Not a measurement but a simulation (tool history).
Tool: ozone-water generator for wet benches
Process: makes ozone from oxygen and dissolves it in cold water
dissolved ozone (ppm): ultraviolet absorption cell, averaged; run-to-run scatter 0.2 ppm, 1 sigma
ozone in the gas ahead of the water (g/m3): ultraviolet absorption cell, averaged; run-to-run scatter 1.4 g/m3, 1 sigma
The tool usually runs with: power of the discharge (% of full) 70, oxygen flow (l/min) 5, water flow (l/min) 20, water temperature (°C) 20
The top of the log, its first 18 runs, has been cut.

| run | day | power of the discharge (% of full) | oxygen flow (l/min) | water flow (l/min) | water temperature (°C) | hours of work since the electrodes were changed | hours of work since the contactor was cleaned | hours of work since the thermometer was calibrated | dissolved ozone (ppm) | ozone in the gas ahead of the water (g/m3) |
|---|---|---|---|---|---|---|---|---|---|---|
| 19 | 81.788 | 86 | 4.86 | 20 | 20 | 1787 | 948 | 589 | 34.1 | 307.8 |
| 20 | 87.967 | 78 | 7.88 | 17 | 24 | 1883 | 1043 | 684 | 34.5 | 240.4 |
| 21 | 92.108 | 63 | 2.7 | 15 | 24 | 1946 | 1107 | 748 | 26.7 | 285.7 |
| 22 | 98.379 | 63 | 2.7 | 15 | 24 | 2043 | 1204 | 845 | 26.8 | 288.8 |
| 23 | 105.333 | 90 | 8.44 | 14 | 20 | 2150 | 1311 | 952 | 46.8 | 268.6 |
| 24 | 111.592 | 55 | 8.44 | 29 | 23 | 2247 | 1407 | 1048 | 18.7 | 175.1 |
| 25 | 117.875 | 55 | 8.44 | 29 | 23 | 2344 | 1504 | 1145 | 18.5 | 175.1 |
| 26 | 121.379 | 55 | 8.44 | 29 | 23 | 2398 | 1558 | 1199 | 18.3 | 176.2 |
| 27 | 127.346 | 55 | 8.44 | 29 | 23 | 2490 | 1650 | 1291 | 18.7 | 177.1 |
| 28 | 134.433 | 70 | 4.15 | 20 | 16 | 2599 | 1760 | 1400 | 29 | 277 |
| 29 | 138.533 | 50 | 6.2 | 14 | 20 | 2662 | 1823 | 1464 | 28 | 179.8 |
|  | 140.217 | gauge calibrated |
| 30 | 145.296 | 50 | 6.2 | 14 | 20 | 2766 | 1927 | 1568 | 27.6 | 175.2 |
| 31 | 151.783 | 50 | 4.63 | 14 | 20 | 2866 | 2027 | 1668 | 27 | 193.4 |
| 32 | 157.933 | 50 | 4.63 | 14 | 20 | 2961 | 2122 | 1763 | 27.1 | 193.3 |

3 options for the next run, each taken on its own from the tool as it stands now. Forecast them:
| A | 164.783 | 70 | 4.63 | 21 | 20 | 3067 | 2227 | 1868 | ? | ? |
| B | 164.783 | 93 | 5 | 27 | 22 | 3067 | 2227 | 1868 | ? | ? |
| C | 164.783 | 52 | 4.08 | 13 | 20 | 3067 | 2227 | 1868 | ? | ? |

| run | dissolved ozone (ppm) | ozone in the gas ahead of the water (g/m3) |
|---|---|---|
| A | 27.8 | 261.3 |
| B | 28.1 | 326.7 |
| C | 28.8 | 210.4 |
What these runs would have given with no unlogged condition in the tool:
| run | dissolved ozone (ppm) | ozone in the gas ahead of the water (g/m3) |
|---|---|---|
| A | 27.8 | 258.7 |
| B | 28.1 | 323.5 |
| C | 28.8 | 208.3 |

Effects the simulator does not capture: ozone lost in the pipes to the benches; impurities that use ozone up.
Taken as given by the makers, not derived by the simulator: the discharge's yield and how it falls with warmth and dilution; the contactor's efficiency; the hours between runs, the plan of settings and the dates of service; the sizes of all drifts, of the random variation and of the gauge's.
